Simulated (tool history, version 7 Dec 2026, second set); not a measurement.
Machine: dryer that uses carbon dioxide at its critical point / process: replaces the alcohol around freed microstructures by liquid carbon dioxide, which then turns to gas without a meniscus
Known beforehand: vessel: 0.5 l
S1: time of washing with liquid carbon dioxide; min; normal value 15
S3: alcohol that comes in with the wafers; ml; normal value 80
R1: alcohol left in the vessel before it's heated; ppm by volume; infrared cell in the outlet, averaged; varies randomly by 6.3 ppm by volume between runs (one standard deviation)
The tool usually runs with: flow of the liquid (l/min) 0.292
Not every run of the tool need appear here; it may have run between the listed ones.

{"run": 1, "hour": 0.0, "S1": 15, "flow of the liquid (l/min)": 0.292, "S3": 80, "R1": 326}
{"run": 2, "hour": 10.0, "S1": 15, "flow of the liquid (l/min)": 0.292, "S3": 80, "R1": 327}
{"run": 3, "hour": 21.5, "S1": 13, "flow of the liquid (l/min)": 0.292, "S3": 80, "R1": 746}
{"run": 4, "hour": 30.4, "S1": 15, "flow of the liquid (l/min)": 0.292, "S3": 80, "R1": 347}
{"run": 5, "hour": 35.8, "S1": 9, "flow of the liquid (l/min)": 0.292, "S3": 80, "R1": 3921}
{"run": 6, "hour": 45.2, "S1": 11, "flow of the liquid (l/min)": 0.292, "S3": 80, "R1": 1736}
{"run": 7, "hour": 56.2, "S1": 11, "flow of the liquid (l/min)": 0.292, "S3": 80, "R1": 1733}
{"run": 8, "hour": 63.7, "S1": 11, "flow of the liquid (l/min)": 0.292, "S3": 80, "R1": 1743}
{"run": 9, "hour": 70.6, "S1": 11, "flow of the liquid (l/min)": 0.292, "S3": 80, "R1": 1736}
{"run": 10, "hour": 76.3, "S1": 11, "flow of the liquid (l/min)": 0.292, "S3": 80, "R1": 1813}
{"run": 11, "hour": 85.5, "S1": 15, "flow of the liquid (l/min)": 0.292, "S3": 80, "R1": 374}
{"run": 12, "hour": 96.8, "S1": 15, "flow of the liquid (l/min)": 0.292, "S3": 80, "R1": 378}
{"run": 13, "hour": 105.7, "S1": 15, "flow of the liquid (l/min)": 0.292, "S3": 80, "R1": 388}
{"run": 14, "hour": 113.4, "S1": 15, "flow of the liquid (l/min)": 0.292, "S3": 80, "R1": 395}
{"run": 15, "hour": 121.2, "S1": 15, "flow of the liquid (l/min)": 0.292, "S3": 80, "R1": 398}
{"run": 16, "hour": 128.3, "S1": 15, "flow of the liquid (l/min)": 0.292, "S3": 80, "R1": 402}
{"run": 17, "hour": 134.0, "S1": 17, "flow of the liquid (l/min)": 0.292, "S3": 80, "R1": 214}
{"run": 18, "hour": 143.2, "S1": 13, "flow of the liquid (l/min)": 0.438, "S3": 28, "R1": 65}
{"run": 19, "hour": 149.1, "S1": 11, "flow of the liquid (l/min)": 0.438, "S3": 26, "R1": 112}
{"run": 20, "hour": 155.7, "S1": 15, "flow of the liquid (l/min)": 0.272, "S3": 54, "R1": 424}
{"run": 21, "hour": 161.0, "S1": 15, "flow of the liquid (l/min)": 0.458, "S3": 54, "R1": 62}
{"run": 22, "hour": 169.1, "S1": 15, "flow of the liquid (l/min)": 0.458, "S3": 54, "R1": 54}
{"run": 23, "hour": 175.0, "S1": 15, "flow of the liquid (l/min)": 0.186, "S3": 76, "R1": 3381}
{"run": 24, "hour": 183.7, "S1": 15, "flow of the liquid (l/min)": 0.186, "S3": 76, "R1": 3409}
{"run": 25, "hour": 192.3, "S1": 11, "flow of the liquid (l/min)": 0.225, "S3": 76, "R1": 5377}
{"run": 26, "hour": 201.3, "S1": 11, "flow of the liquid (l/min)": 0.225, "S3": 76, "R1": 5217}
{"hour": 204.8, "done": "inlet filter changed"}
{"run": 27, "hour": 209.3, "S1": 17, "flow of the liquid (l/min)": 0.376, "S3": 40, "R1": 45}
{"run": 28, "hour": 216.3, "S1": 15, "flow of the liquid (l/min)": 0.359, "S3": 60, "R1": 85}
{"run": 29, "hour": 221.5, "S1": 10, "flow of the liquid (l/min)": 0.265, "S3": 23, "R1": 991}

Predict each of these 3 candidate next runs independently; none follows another, all start after run 29:
{"run": "A", "hour": 226.3, "S1": 11, "flow of the liquid (l/min)": 0.407, "S3": 80, "R1": "?"}
{"run": "B", "hour": 226.3, "S1": 18, "flow of the liquid (l/min)": 0.199, "S3": 55, "R1": "?"}
{"run": "C", "hour": 226.3, "S1": 11, "flow of the liquid (l/min)": 0.292, "S3": 23, "R1": "?"}

run=A R1=253
run=B R1=655
run=C R1=456
The same runs, with their run-to-run variation unchanged, on a tool lacking any hidden condition would have given:
run=A R1=201
run=B R1=592
run=C R1=401
